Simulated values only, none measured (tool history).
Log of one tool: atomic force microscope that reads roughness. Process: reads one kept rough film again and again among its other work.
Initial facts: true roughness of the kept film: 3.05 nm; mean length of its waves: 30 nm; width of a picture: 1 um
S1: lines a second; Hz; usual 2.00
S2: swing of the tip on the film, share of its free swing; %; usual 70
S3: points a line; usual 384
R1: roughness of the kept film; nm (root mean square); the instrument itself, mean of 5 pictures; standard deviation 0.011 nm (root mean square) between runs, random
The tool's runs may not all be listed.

run,hour,S1,S2,S3,R1
1,0.0,2.00,70,384,2.374
2,40.5,2.00,70,384,2.137
3,71.4,1.36,70,384,2.030
# hour 81.5: new tip fitted
4,112.4,1.36,70,384,2.343
5,134.1,1.36,70,384,2.213
6,158.6,1.36,70,384,2.070
7,177.8,1.36,70,384,1.978
# hour 181.2: height scale calibrated on a step standard
# hour 188.6: new tip fitted
8,212.3,2.00,65,384,2.406
9,245.5,2.00,65,384,2.211
# hour 275.1: height scale calibrated on a step standard, once more
10,278.5,2.00,65,384,2.065
# hour 293.7: new tip fitted
11,299.1,2.00,65,384,2.527
12,322.8,2.00,65,384,2.342
13,342.8,2.00,65,384,2.246
14,377.7,1.15,70,548,2.088
# hour 398.8: new tip fitted
15,399.3,1.15,84,398,2.491
16,434.2,1.15,84,398,2.240
17,463.7,1.42,70,280,2.147
18,495.1,1.42,70,929,2.015
# hour 506.1: new tip fitted
19,513.0,2.00,75,384,2.442
20,532.5,2.00,72,388,2.345
21,568.6,2.00,72,388,2.119

Alternative continuations, all from the tool just after run 21; predict every row:
A,606.2,0.81,87,384,?
B,606.2,2.00,72,721,?
C,606.2,2.00,72,1022,?

run,R1
A,1.939
B,1.922
C,1.929
Had the tool no hidden state, the same runs would have come out as:
run,R1
A,2.559
B,2.535
C,2.547
